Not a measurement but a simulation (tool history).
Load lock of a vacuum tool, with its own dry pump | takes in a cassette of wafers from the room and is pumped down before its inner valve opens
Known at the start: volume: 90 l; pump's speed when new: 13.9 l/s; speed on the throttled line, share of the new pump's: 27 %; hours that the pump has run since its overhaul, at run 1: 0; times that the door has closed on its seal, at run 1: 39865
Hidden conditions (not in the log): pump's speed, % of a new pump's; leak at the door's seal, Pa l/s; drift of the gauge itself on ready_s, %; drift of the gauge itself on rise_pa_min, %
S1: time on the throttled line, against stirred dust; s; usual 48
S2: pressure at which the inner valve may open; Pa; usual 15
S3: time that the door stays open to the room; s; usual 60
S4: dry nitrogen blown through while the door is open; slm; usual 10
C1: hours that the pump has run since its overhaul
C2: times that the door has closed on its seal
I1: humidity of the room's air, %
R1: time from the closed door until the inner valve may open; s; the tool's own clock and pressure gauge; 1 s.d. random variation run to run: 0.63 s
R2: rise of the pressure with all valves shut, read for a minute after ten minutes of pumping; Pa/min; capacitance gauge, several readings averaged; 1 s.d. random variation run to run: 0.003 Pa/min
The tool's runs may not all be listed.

Run 1, hour 0.0: usual settings; C1 0; C2 39865; I1 47.3. Result: R1 93.4 s, R2 0.168 Pa/min.
Run 2, hour 556.3: usual settings; C1 556; C2 42234; I1 45.2. Result: R1 92.2 s, R2 0.181 Pa/min.
Run 3, hour 829.7: usual settings; C1 830; C2 43399; I1 42.4. Result: R1 92.5 s, R2 0.182 Pa/min.
Run 4, hour 1447.5: usual settings; C1 1448; C2 46031; I1 46.6. Result: R1 93.6 s, R2 0.196 Pa/min.
Run 5, hour 1772.8: usual settings; C1 1773; C2 47416; I1 43.4. Result: R1 93.8 s, R2 0.200 Pa/min.
Run 6, hour 2225.8: usual settings; C1 2226; C2 49346; I1 39.5. Result: R1 93.1 s, R2 0.208 Pa/min.
Run 7, hour 2602.3: usual settings but S3 54 s; C1 2602; C2 50950; I1 44.0. Result: R1 93.7 s, R2 0.222 Pa/min.
Run 8, hour 3080.5: usual settings but S3 54 s; C1 3080; C2 52987; I1 46.5. Result: R1 94.7 s, R2 0.237 Pa/min.
Run 9, hour 3714.9: usual settings; C1 3715; C2 55689; I1 46.0. Result: R1 93.5 s, R2 0.256 Pa/min.
Run 10, hour 4096.7: usual settings but S1 65 s; C1 4097; C2 57315; I1 42.3. Result: R1 106.4 s, R2 0.253 Pa/min.
Run 11, hour 4516.5: usual settings; C1 4516; C2 59104; I1 45.6. Result: R1 94.7 s, R2 0.263 Pa/min.
At hour 4704.8: door's seal changed, seat wiped.
Run 12, hour 4948.0: usual settings but S3 211 s; C1 4947; C2 1036; I1 47.8. Result: R1 96.1 s, R2 0.097 Pa/min.
Run 13, hour 5366.9: usual settings but S3 211 s; C1 5365; C2 2820; I1 44.1. Result: R1 95.6 s, R2 0.097 Pa/min.
Run 14, hour 5717.0: usual settings but S1 58 s; C1 5715; C2 4311; I1 45.6. Result: R1 103.5 s, R2 0.039 Pa/min.
Run 15, hour 6281.4: usual settings but S1 58 s; C1 6280; C2 6716; I1 44.5. Result: R1 103.1 s, R2 0.048 Pa/min.
Run 16, hour 6648.5: usual settings but S1 58 s; C1 6647; C2 8279; I1 44.6. Result: R1 103.9 s, R2 0.045 Pa/min.
Run 17, hour 7187.6: usual settings but S1 58 s; C1 7186; C2 10576; I1 46.8. Result: R1 103.9 s, R2 0.052 Pa/min.
Run 18, hour 7806.7: usual settings but S1 58 s; C1 7805; C2 13213; I1 45.6. Result: R1 103.0 s, R2 0.061 Pa/min.
Run 19, hour 8414.2: usual settings but S1 58 s; C1 8413; C2 15801; I1 41.1. Result: R1 104.0 s, R2 0.057 Pa/min.
Run 20, hour 8717.3: usual settings but S1 26 s, S2 11 Pa, S3 25 s, S4 4 slm; C1 8716; C2 17092; I1 40.4. Result: R1 84.4 s, R2 0.055 Pa/min.
Run 21, hour 9043.1: usual settings but S1 26 s, S2 23 Pa, S3 25 s, S4 5 slm; C1 9042; C2 18480; I1 43.7. Result: R1 78.0 s, R2 0.052 Pa/min.
Run 22, hour 9557.4: usual settings but S1 26 s, S2 23 Pa, S3 167 s, S4 5 slm; C1 9556; C2 20670; I1 45.6. Result: R1 79.0 s, R2 0.134 Pa/min.
Run 23, hour 10086.4: usual settings but S1 83 s, S2 10 Pa, S3 105 s, S4 5 slm; C1 10085; C2 22924; I1 47.2. Result: R1 127.3 s, R2 0.116 Pa/min.
Run 24, hour 10726.8: usual settings but S1 95 s, S4 7 slm; C1 10725; C2 25652; I1 45.6. Result: R1 132.1 s, R2 0.096 Pa/min.
Run 25, hour 11047.5: usual settings but S1 95 s, S4 7 slm; C1 11046; C2 27018; I1 42.6. Result: R1 131.4 s, R2 0.095 Pa/min.
Run 26, hour 11546.3: usual settings but S1 95 s, S4 7 slm; C1 11545; C2 29142; I1 44.1. Result: R1 131.0 s, R2 0.103 Pa/min.
Run 27, hour 11836.8: usual settings but S1 95 s, S4 7 slm; C1 11835; C2 30380; I1 44.6. Result: R1 130.9 s, R2 0.113 Pa/min.
Run 28, hour 12111.1: usual settings but S1 95 s, S2 23 Pa, S3 144 s, S4 12 slm; C1 12110; C2 31548; I1 46.5. Result: R1 128.2 s, R2 0.144 Pa/min.
Run 29, hour 12729.1: usual settings but S1 26 s, S2 14 Pa, S3 51 s, S4 5 slm; C1 12728; C2 34181; I1 42.3. Result: R1 86.0 s, R2 0.131 Pa/min.
Run 30, hour 13241.7: usual settings but S1 26 s, S2 14 Pa, S3 51 s, S4 5 slm; C1 13240; C2 36364; I1 44.2. Result: R1 86.5 s, R2 0.129 Pa/min.
Run 31, hour 13835.2: usual settings but S1 37 s, S2 14 Pa, S3 49 s, S4 5 slm; C1 13834; C2 38893; I1 46.6. Result: R1 94.4 s, R2 0.140 Pa/min.
Run 32, hour 14189.0: usual settings but S1 37 s, S2 14 Pa, S3 49 s, S4 5 slm; C1 14188; C2 40400; I1 42.9. Result: R1 94.3 s, R2 0.142 Pa/min.
Run 33, hour 14777.0: usual settings but S1 42 s, S2 13 Pa, S3 87 s, S4 15 slm; C1 14776; C2 42905; I1 46.3. Result: R1 98.8 s, R2 0.160 Pa/min.
Run 34, hour 15066.3: usual settings but S1 42 s, S2 13 Pa, S3 87 s, S4 15 slm; C1 15065; C2 44137; I1 44.2. Result: R1 99.1 s, R2 0.167 Pa/min.
Run 35, hour 15464.2: usual settings but S3 28 s, S4 6 slm; C1 15463; C2 45832; I1 44.0. Result: R1 102.4 s, R2 0.152 Pa/min.
Run 36, hour 15923.8: usual settings but S2 11 Pa, S3 28 s, S4 6 slm; C1 15922; C2 47789; I1 44.6. Result: R1 105.1 s, R2 0.170 Pa/min.
Run 37, hour 16304.5: usual settings but S1 31 s, S2 11 Pa, S3 28 s, S4 9 slm; C1 16303; C2 49411; I1 42.0. Result: R1 93.2 s, R2 0.165 Pa/min.
Run 38, hour 16774.4: usual settings but S1 32 s, S4 19 slm; C1 16773; C2 51413; I1 47.9. Result: R1 92.8 s, R2 0.190 Pa/min.

The logged runs with the hidden state left out (each run's random variation unchanged):
run     R1     R2
  1   93.5  0.035
  2   92.0  0.037
  3   92.0  0.035
  4   92.8  0.037
  5   92.9  0.034
  6   91.9  0.032
  7   92.2  0.035
  8   92.9  0.037
  9   91.5  0.041
 10  104.3  0.033
 11   92.1  0.033
 12   93.3  0.096
 13   92.6  0.094
 14  100.4  0.034
 15   99.8  0.039
 16  100.3  0.034
 17  100.0  0.037
 18   98.7  0.040
 19   99.4  0.031
 20   78.4  0.025
 21   72.4  0.019
 22   72.9  0.095
 23  122.1  0.070
 24  127.4  0.043
 25  126.6  0.037
 26  126.0  0.038
 27  125.7  0.044
 28  123.4  0.070
 29   77.0  0.046
 30   76.9  0.037
 31   84.9  0.038
 32   84.6  0.035
 33   88.6  0.039
 34   88.7  0.042
 35   92.4  0.018
 36   94.2  0.027
 37   81.0  0.016
 38   80.7  0.028
